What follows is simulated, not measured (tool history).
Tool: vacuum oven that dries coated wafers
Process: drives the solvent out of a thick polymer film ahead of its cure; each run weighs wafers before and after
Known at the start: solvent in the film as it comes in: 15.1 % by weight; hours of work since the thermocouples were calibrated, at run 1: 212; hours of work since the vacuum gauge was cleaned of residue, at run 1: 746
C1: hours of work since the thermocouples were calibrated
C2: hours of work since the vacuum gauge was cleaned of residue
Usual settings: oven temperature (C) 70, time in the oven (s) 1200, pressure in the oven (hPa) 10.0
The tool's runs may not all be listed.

run 1 hour=0.0 | oven_temperature_(C)=70 time_in_the_oven_(s)=1200 pressure_in_the_oven_(hPa)=10.0 | C1=212 C2=746 | solvent_left_in_the_film_(%)=1.23
run 2 hour=51.4 | oven_temperature_(C)=70 time_in_the_oven_(s)=1200 pressure_in_the_oven_(hPa)=10.0 | C1=247 C2=781 | solvent_left_in_the_film_(%)=1.21
run 3 hour=100.7 | oven_temperature_(C)=70 time_in_the_oven_(s)=1200 pressure_in_the_oven_(hPa)=10.0 | C1=281 C2=815 | solvent_left_in_the_film_(%)=1.16
run 4 hour=151.8 | oven_temperature_(C)=70 time_in_the_oven_(s)=1200 pressure_in_the_oven_(hPa)=10.0 | C1=315 C2=850 | solvent_left_in_the_film_(%)=1.13
run 5 hour=213.0 | oven_temperature_(C)=70 time_in_the_oven_(s)=1200 pressure_in_the_oven_(hPa)=10.0 | C1=357 C2=891 | solvent_left_in_the_film_(%)=1.15
run 6 hour=281.7 | oven_temperature_(C)=70 time_in_the_oven_(s)=1200 pressure_in_the_oven_(hPa)=10.0 | C1=404 C2=938 | solvent_left_in_the_film_(%)=1.09
run 7 hour=322.5 | oven_temperature_(C)=70 time_in_the_oven_(s)=1200 pressure_in_the_oven_(hPa)=10.0 | C1=432 C2=966 | solvent_left_in_the_film_(%)=1.18
run 8 hour=388.0 | oven_temperature_(C)=70 time_in_the_oven_(s)=1200 pressure_in_the_oven_(hPa)=10.0 | C1=476 C2=1010 | solvent_left_in_the_film_(%)=1.10
run 9 hour=425.6 | oven_temperature_(C)=70 time_in_the_oven_(s)=1200 pressure_in_the_oven_(hPa)=10.0 | C1=502 C2=1036 | solvent_left_in_the_film_(%)=1.19
run 10 hour=500.8 | oven_temperature_(C)=76 time_in_the_oven_(s)=960 pressure_in_the_oven_(hPa)=10.0 | C1=553 C2=1087 | solvent_left_in_the_film_(%)=0.70
run 11 hour=555.1 | oven_temperature_(C)=70 time_in_the_oven_(s)=1200 pressure_in_the_oven_(hPa)=10.5 | C1=590 C2=1124 | solvent_left_in_the_film_(%)=1.25
run 12 hour=616.9 | oven_temperature_(C)=56 time_in_the_oven_(s)=1680 pressure_in_the_oven_(hPa)=24.7 | C1=632 C2=1166 | solvent_left_in_the_film_(%)=4.40
run 13 hour=690.1 | oven_temperature_(C)=62 time_in_the_oven_(s)=1200 pressure_in_the_oven_(hPa)=7.6 | C1=682 C2=1216 | solvent_left_in_the_film_(%)=3.06
run 14 hour=730.0 | oven_temperature_(C)=57 time_in_the_oven_(s)=660 pressure_in_the_oven_(hPa)=18.8 | C1=709 C2=1243 | solvent_left_in_the_film_(%)=7.76
run 15 hour=765.4 | oven_temperature_(C)=56 time_in_the_oven_(s)=1200 pressure_in_the_oven_(hPa)=14.4 | C1=733 C2=1267 | solvent_left_in_the_film_(%)=5.24
run 16 hour=821.6 | oven_temperature_(C)=64 time_in_the_oven_(s)=1200 pressure_in_the_oven_(hPa)=28.6 | C1=771 C2=1305 | solvent_left_in_the_film_(%)=3.02
run 17 hour=863.4 | oven_temperature_(C)=64 time_in_the_oven_(s)=1200 pressure_in_the_oven_(hPa)=28.6 | C1=800 C2=1334 | solvent_left_in_the_film_(%)=3.07

Forecast each of these 5 alternatives for the next run:
run A hour=927.5 | oven_temperature_(C)=76 time_in_the_oven_(s)=1200 pressure_in_the_oven_(hPa)=10.0 | C1=843 C2=1378 | solvent_left_in_the_film_(%)=?
run B hour=927.5 | oven_temperature_(C)=57 time_in_the_oven_(s)=600 pressure_in_the_oven_(hPa)=10.0 | C1=843 C2=1378 | solvent_left_in_the_film_(%)=?
run C hour=927.5 | oven_temperature_(C)=81 time_in_the_oven_(s)=660 pressure_in_the_oven_(hPa)=5.7 | C1=843 C2=1378 | solvent_left_in_the_film_(%)=?
run D hour=927.5 | oven_temperature_(C)=70 time_in_the_oven_(s)=1140 pressure_in_the_oven_(hPa)=10.0 | C1=843 C2=1378 | solvent_left_in_the_film_(%)=?
run E hour=927.5 | oven_temperature_(C)=64 time_in_the_oven_(s)=1320 pressure_in_the_oven_(hPa)=28.6 | C1=843 C2=1378 | solvent_left_in_the_film_(%)=?

run=A solvent_left_in_the_film_(%)=0.52
run=B solvent_left_in_the_film_(%)=7.71
run=C solvent_left_in_the_film_(%)=0.67
run=D solvent_left_in_the_film_(%)=1.28
run=E solvent_left_in_the_film_(%)=2.90
Without the tool's hidden state the same runs would have given:
run=A solvent_left_in_the_film_(%)=0.51
run=B solvent_left_in_the_film_(%)=7.68
run=C solvent_left_in_the_film_(%)=0.66
run=D solvent_left_in_the_film_(%)=1.26
run=E solvent_left_in_the_film_(%)=2.87
